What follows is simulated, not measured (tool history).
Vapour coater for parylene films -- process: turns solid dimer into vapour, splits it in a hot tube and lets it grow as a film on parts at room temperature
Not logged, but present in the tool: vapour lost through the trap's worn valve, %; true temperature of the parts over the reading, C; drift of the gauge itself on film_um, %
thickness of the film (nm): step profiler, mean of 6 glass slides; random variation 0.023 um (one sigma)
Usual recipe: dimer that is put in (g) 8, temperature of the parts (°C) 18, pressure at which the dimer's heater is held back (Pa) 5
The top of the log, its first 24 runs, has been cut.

run,day,dimer that is put in (g),temperature of the parts (°C),pressure at which the dimer's heater is held back (Pa),hours of work since the trap's valve was overhauled,hours of work since the table's thermometer was calibrated,thickness of the film (nm)
25,21.104,13,13,3.57,174,852,2530
26,21.996,13,13,3.57,192,870,2530
27,22.721,4,13,5.54,207,884,760
28,23.804,8,25,3.94,229,906,1200
29,24.354,8,25,3.94,240,917,1200
# day 24.967: trap's valve overhauled
30,25.496,8,25,3.94,11,937,1310
31,26.079,10,25,4.58,22,949,1570
32,26.9,10,25,4.58,39,965,1580
33,27.55,9,20,3.94,52,978,1590
34,28.346,3,16,9.14,68,994,500
35,29.429,12,17,8.15,90,1016,1920
36,30.567,5,14,9.38,113,1039,820
37,31.271,3,24,3.75,127,1053,440
38,32.225,12,22,5.3,146,1073,1850
39,32.788,12,29,3.86,158,1084,1780
# day 33.283: table's thermometer calibrated
40,33.708,10,22,2.86,176,9,1700
41,34.192,10,22,2.86,185,18,1740
42,34.892,13,26,11.01,199,32,1640
43,35.612,13,18,11.01,214,47,1860
44,36.496,13,18,11.01,232,65,1880
# day 37.458: trap's valve overhauled
45,37.458,6,19,5,0,81,1100
46,38.421,12,24,2.86,19,100,2140
47,39.325,8,17,5,38,119,1470
48,40.158,8,18,4.5,55,135,1430

Below are 3 alternative next runs, each starting from the tool's condition after run 48. Predict each:
A,41.088,9,18,2.36,73,154,?
B,41.088,5,18,8.43,73,154,?
C,41.088,3,21,8.19,73,154,?

run,thickness of the film (nm)
A,1780
B,790
C,490
With the hidden condition removed and each run's random variation left untouched, the same runs would have given:
run,thickness of the film (nm)
A,1840
B,820
C,500
